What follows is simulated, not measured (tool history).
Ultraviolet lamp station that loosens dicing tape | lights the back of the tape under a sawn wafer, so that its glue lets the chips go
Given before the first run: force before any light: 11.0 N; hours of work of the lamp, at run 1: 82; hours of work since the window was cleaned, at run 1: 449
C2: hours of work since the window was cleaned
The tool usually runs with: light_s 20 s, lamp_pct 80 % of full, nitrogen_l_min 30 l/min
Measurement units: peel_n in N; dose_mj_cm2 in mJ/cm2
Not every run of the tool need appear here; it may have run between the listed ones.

Run 1, day 0.000: usual settings; hours of work of the lamp 82; C2 449. Result: peel_n 0.366 N, dose_mj_cm2 292 mJ/cm2.
Run 2, day 1.438: usual settings but lamp_pct 71 % of full; hours of work of the lamp 101; C2 468. Result: peel_n 0.469 N, dose_mj_cm2 252 mJ/cm2.
At day 1.833: window cleaned of glue's vapour.
Run 3, day 3.175: usual settings; hours of work of the lamp 125; C2 18. Result: peel_n 0.382 N, dose_mj_cm2 282 mJ/cm2.
Run 4, day 4.204: usual settings; hours of work of the lamp 139; C2 32. Result: peel_n 0.385 N, dose_mj_cm2 280 mJ/cm2.
Run 5, day 6.329: usual settings but light_s 34 s; hours of work of the lamp 168; C2 61. Result: peel_n 0.193 N, dose_mj_cm2 474 mJ/cm2.
Run 6, day 7.900: usual settings but light_s 34 s; hours of work of the lamp 189; C2 83. Result: peel_n 0.198 N, dose_mj_cm2 466 mJ/cm2.
At day 9.254: window cleaned of glue's vapour, once more.
Run 7, day 9.742: usual settings but light_s 34 s, nitrogen_l_min 36 l/min; hours of work of the lamp 214; C2 7. Result: peel_n 0.187 N, dose_mj_cm2 495 mJ/cm2.
Run 8, day 10.867: usual settings but light_s 34 s, nitrogen_l_min 36 l/min; hours of work of the lamp 230; C2 22. Result: peel_n 0.185 N, dose_mj_cm2 494 mJ/cm2.
Run 9, day 13.083: usual settings but light_s 34 s, nitrogen_l_min 36 l/min; hours of work of the lamp 260; C2 52. Result: peel_n 0.187 N, dose_mj_cm2 490 mJ/cm2.
Run 10, day 15.354: usual settings but light_s 34 s, nitrogen_l_min 36 l/min; hours of work of the lamp 291; C2 83. Result: peel_n 0.194 N, dose_mj_cm2 486 mJ/cm2.
Run 11, day 16.912: usual settings but light_s 34 s, nitrogen_l_min 36 l/min; hours of work of the lamp 312; C2 105. Result: peel_n 0.187 N, dose_mj_cm2 478 mJ/cm2.
Run 12, day 18.762: usual settings but light_s 40 s, nitrogen_l_min 36 l/min; hours of work of the lamp 338; C2 130. Result: peel_n 0.181 N, dose_mj_cm2 550 mJ/cm2.
Run 13, day 19.704: usual settings; hours of work of the lamp 350; C2 143. Result: peel_n 0.382 N, dose_mj_cm2 278 mJ/cm2.
Run 14, day 21.000: usual settings; hours of work of the lamp 368; C2 161. Result: peel_n 0.399 N, dose_mj_cm2 275 mJ/cm2.
Run 15, day 22.162: usual settings; hours of work of the lamp 384; C2 176. Result: peel_n 0.405 N, dose_mj_cm2 273 mJ/cm2.
Run 16, day 24.246: usual settings; hours of work of the lamp 413; C2 205. Result: peel_n 0.420 N, dose_mj_cm2 270 mJ/cm2.
Run 17, day 25.733: usual settings but nitrogen_l_min 13 l/min; hours of work of the lamp 433; C2 225. Result: peel_n 0.686 N, dose_mj_cm2 269 mJ/cm2.
Run 18, day 27.204: usual settings but nitrogen_l_min 33 l/min; hours of work of the lamp 453; C2 245. Result: peel_n 0.401 N, dose_mj_cm2 267 mJ/cm2.
Run 19, day 29.121: usual settings but nitrogen_l_min 16 l/min; hours of work of the lamp 479; C2 272. Result: peel_n 0.619 N, dose_mj_cm2 260 mJ/cm2.
Run 20, day 30.383: usual settings; hours of work of the lamp 496; C2 289. Result: peel_n 0.433 N, dose_mj_cm2 263 mJ/cm2.
Run 21, day 31.404: usual settings; hours of work of the lamp 510; C2 303. Result: peel_n 0.452 N, dose_mj_cm2 256 mJ/cm2.
Run 22, day 33.188: usual settings; hours of work of the lamp 535; C2 327. Result: peel_n 0.460 N, dose_mj_cm2 257 mJ/cm2.
Run 23, day 34.442: usual settings but light_s 11 s, lamp_pct 79 % of full, nitrogen_l_min 23 l/min; hours of work of the lamp 552; C2 344. Result: peel_n 1.970 N, dose_mj_cm2 136 mJ/cm2.
Run 24, day 35.379: usual settings but light_s 11 s, lamp_pct 79 % of full, nitrogen_l_min 23 l/min; hours of work of the lamp 565; C2 357. Result: peel_n 1.867 N, dose_mj_cm2 135 mJ/cm2.
Run 25, day 37.446: usual settings but light_s 21 s, lamp_pct 84 % of full, nitrogen_l_min 12 l/min; hours of work of the lamp 593; C2 385. Result: peel_n 0.646 N, dose_mj_cm2 270 mJ/cm2.
Run 26, day 39.471: usual settings but light_s 21 s, lamp_pct 84 % of full, nitrogen_l_min 12 l/min; hours of work of the lamp 621; C2 413. Result: peel_n 0.658 N, dose_mj_cm2 269 mJ/cm2.
Run 27, day 40.742: usual settings but light_s 14 s, lamp_pct 84 % of full, nitrogen_l_min 49 l/min; hours of work of the lamp 638; C2 430. Result: peel_n 0.870 N, dose_mj_cm2 179 mJ/cm2.
Run 28, day 42.796: usual settings but light_s 36 s, lamp_pct 79 % of full, nitrogen_l_min 49 l/min; hours of work of the lamp 666; C2 458. Result: peel_n 0.172 N, dose_mj_cm2 430 mJ/cm2.
Run 29, day 43.796: usual settings but light_s 27 s, lamp_pct 81 % of full; hours of work of the lamp 680; C2 472. Result: peel_n 0.261 N, dose_mj_cm2 327 mJ/cm2.
At day 43.908: window cleaned of glue's vapour.
Run 30, day 45.979: usual settings but light_s 14 s, lamp_pct 76 % of full, nitrogen_l_min 15 l/min; hours of work of the lamp 709; C2 28. Result: peel_n 1.668 N, dose_mj_cm2 165 mJ/cm2.
Run 31, day 47.383: usual settings but light_s 14 s, lamp_pct 76 % of full, nitrogen_l_min 15 l/min; hours of work of the lamp 729; C2 47. Result: peel_n 1.696 N, dose_mj_cm2 161 mJ/cm2.
Run 32, day 49.458: usual settings but light_s 14 s, lamp_pct 76 % of full, nitrogen_l_min 15 l/min; hours of work of the lamp 757; C2 76. Result: peel_n 1.719 N, dose_mj_cm2 159 mJ/cm2.
Run 33, day 50.525: usual settings but light_s 39 s, lamp_pct 78 % of full, nitrogen_l_min 51 l/min; hours of work of the lamp 771; C2 90. Result: peel_n 0.186 N, dose_mj_cm2 453 mJ/cm2.
Run 34, day 51.625: usual settings but light_s 24 s, nitrogen_l_min 39 l/min; hours of work of the lamp 787; C2 105. Result: peel_n 0.336 N, dose_mj_cm2 285 mJ/cm2.
Run 35, day 53.121: usual settings but light_s 24 s, nitrogen_l_min 39 l/min; hours of work of the lamp 807; C2 126. Result: peel_n 0.337 N, dose_mj_cm2 282 mJ/cm2.
Run 36, day 54.867: usual settings but light_s 24 s, nitrogen_l_min 39 l/min; hours of work of the lamp 831; C2 150. Result: peel_n 0.330 N, dose_mj_cm2 279 mJ/cm2.
Run 37, day 56.246: usual settings but light_s 13 s, lamp_pct 88 % of full, nitrogen_l_min 12 l/min; hours of work of the lamp 850; C2 169. Result: peel_n 1.845 N, dose_mj_cm2 166 mJ/cm2.
Run 38, day 57.567: usual settings but light_s 22 s, lamp_pct 78 % of full, nitrogen_l_min 26 l/min; hours of work of the lamp 868; C2 187. Result: peel_n 0.558 N, dose_mj_cm2 247 mJ/cm2.
Run 39, day 59.562: usual settings but light_s 14 s, lamp_pct 76 % of full, nitrogen_l_min 9 l/min; hours of work of the lamp 895; C2 214. Result: peel_n 2.417 N, dose_mj_cm2 150 mJ/cm2.
Run 40, day 60.754: usual settings but light_s 14 s, lamp_pct 76 % of full, nitrogen_l_min 9 l/min; hours of work of the lamp 911; C2 230. Result: peel_n 2.447 N, dose_mj_cm2 144 mJ/cm2.
Run 41, day 62.008: usual settings but light_s 14 s, lamp_pct 60 % of full, nitrogen_l_min 38 l/min; hours of work of the lamp 928; C2 247. Result: peel_n 2.136 N, dose_mj_cm2 119 mJ/cm2.
Run 42, day 64.238: usual settings but light_s 23 s, lamp_pct 91 % of full, nitrogen_l_min 38 l/min; hours of work of the lamp 959; C2 278. Result: peel_n 0.345 N, dose_mj_cm2 282 mJ/cm2.
Run 43, day 66.279: usual settings but light_s 23 s, lamp_pct 91 % of full, nitrogen_l_min 49 l/min; hours of work of the lamp 987; C2 306. Result: peel_n 0.323 N, dose_mj_cm2 281 mJ/cm2.

Below are 4 alternative next runs, each starting from the tool's condition after run 43. Predict each:
Run A, day 68.188: usual settings but light_s 24 s, lamp_pct 61 % of full, nitrogen_l_min 13 l/min; hours of work of the lamp 1013; C2 332. Result: peel_n ?, dose_mj_cm2 ?.
Run B, day 68.188: usual settings but light_s 23 s, nitrogen_l_min 49 l/min; hours of work of the lamp 1013; C2 332. Result: peel_n ?, dose_mj_cm2 ?.
Run C, day 68.188: usual settings but light_s 25 s, nitrogen_l_min 45 l/min; hours of work of the lamp 1013; C2 332. Result: peel_n ?, dose_mj_cm2 ?.
Run D, day 68.188: usual settings but light_s 23 s, lamp_pct 91 % of full, nitrogen_l_min 27 l/min; hours of work of the lamp 1013; C2 332. Result: peel_n ?, dose_mj_cm2 ?.

run  peel_n  dose_mj_cm2
  A   1.328          193
  B   0.419          246
  C   0.361          266
  D   0.403          275
Without the tool's unlogged condition, the same runs would have read:
run  peel_n  dose_mj_cm2
  A   0.562          288
  B   0.210          365
  C   0.197          395
  D   0.208          410
